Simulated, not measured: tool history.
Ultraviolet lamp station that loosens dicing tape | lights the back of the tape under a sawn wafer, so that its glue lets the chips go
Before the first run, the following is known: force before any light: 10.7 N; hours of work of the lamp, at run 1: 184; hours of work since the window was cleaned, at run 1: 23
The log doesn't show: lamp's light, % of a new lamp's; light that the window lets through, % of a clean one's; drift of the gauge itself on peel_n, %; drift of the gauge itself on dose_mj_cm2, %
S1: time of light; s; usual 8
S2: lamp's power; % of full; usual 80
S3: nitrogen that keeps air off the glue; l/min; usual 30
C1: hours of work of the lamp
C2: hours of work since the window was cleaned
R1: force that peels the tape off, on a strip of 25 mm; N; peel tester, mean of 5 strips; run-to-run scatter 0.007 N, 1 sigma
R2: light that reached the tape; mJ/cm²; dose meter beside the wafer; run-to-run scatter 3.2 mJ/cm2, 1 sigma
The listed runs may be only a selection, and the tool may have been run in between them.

| run | hour | S1 | S2 | S3 | C1 | C2 | R1 | R2 |
|---|---|---|---|---|---|---|---|---|
| 1 | 0.0 | 8 | 80 | 30 | 184 | 23 | 0.280 | 481 |
| 2 | 58.0 | 8 | 80 | 30 | 211 | 51 | 0.288 | 471 |
| 3 | 93.6 | 8 | 80 | 30 | 228 | 68 | 0.301 | 468 |
| 4 | 156.5 | 8 | 80 | 30 | 258 | 98 | 0.307 | 461 |
| 5 | 202.4 | 8 | 72 | 30 | 280 | 120 | 0.422 | 414 |
| 6 | 269.4 | 8 | 80 | 30 | 312 | 151 | 0.318 | 454 |
| 7 | 328.4 | 8 | 80 | 30 | 340 | 180 | 0.328 | 448 |
| 8 | 369.4 | 8 | 80 | 30 | 360 | 199 | 0.339 | 441 |
| 9 | 400.0 | 8 | 80 | 30 | 374 | 214 | 0.344 | 445 |
| 10 | 455.1 | 8 | 80 | 30 | 401 | 240 | 0.366 | 432 |
| 11 | 517.5 | 8 | 80 | 57 | 430 | 270 | 0.210 | 429 |
| 12 | 544.9 | 16 | 80 | 57 | 443 | 283 | 0.114 | 865 |
| 13 | 575.4 | 16 | 80 | 57 | 458 | 297 | 0.126 | 851 |
| 14 | 611.3 | 8 | 80 | 23 | 475 | 314 | 0.510 | 424 |
| 15 | 677.8 | 8 | 80 | 23 | 507 | 346 | 0.496 | 417 |
| 16 | 744.1 | 8 | 80 | 30 | 538 | 378 | 0.403 | 412 |
| 17 | 779.4 | 8 | 80 | 30 | 555 | 395 | 0.407 | 401 |
| 18 | 814.6 | 8 | 80 | 30 | 572 | 411 | 0.437 | 408 |
| 19 | 863.5 | 8 | 80 | 30 | 595 | 435 | 0.446 | 405 |
| 20 | 910.4 | 8 | 80 | 30 | 618 | 457 | 0.451 | 392 |
|  | 915.1 | window cleaned of glue's vapour |
| 21 | 947.4 | 8 | 80 | 30 | 635 | 15 | 0.559 | 369 |
| 22 | 983.7 | 8 | 80 | 30 | 652 | 33 | 0.567 | 371 |
| 23 | 1013.9 | 8 | 80 | 30 | 667 | 47 | 0.558 | 360 |
|  | 1027.0 | window cleaned of glue's vapour, once more |
| 24 | 1055.3 | 5 | 80 | 30 | 686 | 14 | 1.166 | 266 |
| 25 | 1115.0 | 10 | 69 | 51 | 715 | 42 | 0.220 | 452 |
| 26 | 1145.4 | 8 | 74 | 10 | 729 | 56 | 1.321 | 383 |
| 27 | 1209.1 | 8 | 74 | 10 | 760 | 87 | 1.468 | 379 |
| 28 | 1254.8 | 13 | 65 | 30 | 781 | 109 | 0.225 | 536 |
| 29 | 1316.0 | 13 | 65 | 30 | 811 | 138 | 0.224 | 524 |
| 30 | 1372.9 | 13 | 65 | 30 | 838 | 165 | 0.230 | 517 |
| 31 | 1430.8 | 13 | 74 | 22 | 865 | 192 | 0.248 | 582 |
| 32 | 1474.9 | 13 | 60 | 47 | 886 | 213 | 0.211 | 471 |
| 33 | 1531.1 | 13 | 60 | 46 | 913 | 240 | 0.210 | 465 |
| 34 | 1583.5 | 13 | 60 | 46 | 938 | 265 | 0.222 | 462 |
| 35 | 1639.1 | 5 | 80 | 57 | 965 | 292 | 0.953 | 235 |
| 36 | 1691.5 | 8 | 80 | 57 | 989 | 317 | 0.293 | 370 |
| 37 | 1750.3 | 13 | 80 | 12 | 1018 | 345 | 0.450 | 590 |
| 38 | 1781.1 | 7 | 80 | 52 | 1032 | 359 | 0.468 | 316 |
| 39 | 1821.6 | 9 | 62 | 30 | 1052 | 379 | 0.802 | 313 |
| 40 | 1867.9 | 9 | 62 | 30 | 1074 | 401 | 0.835 | 302 |
| 41 | 1911.3 | 9 | 62 | 30 | 1094 | 421 | 0.863 | 303 |
| 42 | 1940.4 | 9 | 62 | 30 | 1108 | 435 | 0.876 | 301 |
| 43 | 1991.0 | 8 | 80 | 32 | 1132 | 459 | 0.612 | 342 |
| 44 | 2038.3 | 8 | 80 | 32 | 1155 | 482 | 0.622 | 336 |

Forecast each of these 3 alternatives for the next run:
| A | 2100.9 | 4 | 80 | 10 | 1185 | 512 | ? | ? |
| B | 2100.9 | 13 | 78 | 13 | 1185 | 512 | ? | ? |
| C | 2100.9 | 12 | 78 | 39 | 1185 | 512 | ? | ? |

| run | R1 | R2 |
|---|---|---|
| A | 4.415 | 168 |
| B | 0.556 | 529 |
| C | 0.211 | 484 |
Take away the tool's hidden state, keep each run's random variation, and the runs would have read:
| run | R1 | R2 |
|---|---|---|
| A | 2.754 | 257 |
| B | 0.215 | 808 |
| C | 0.129 | 743 |
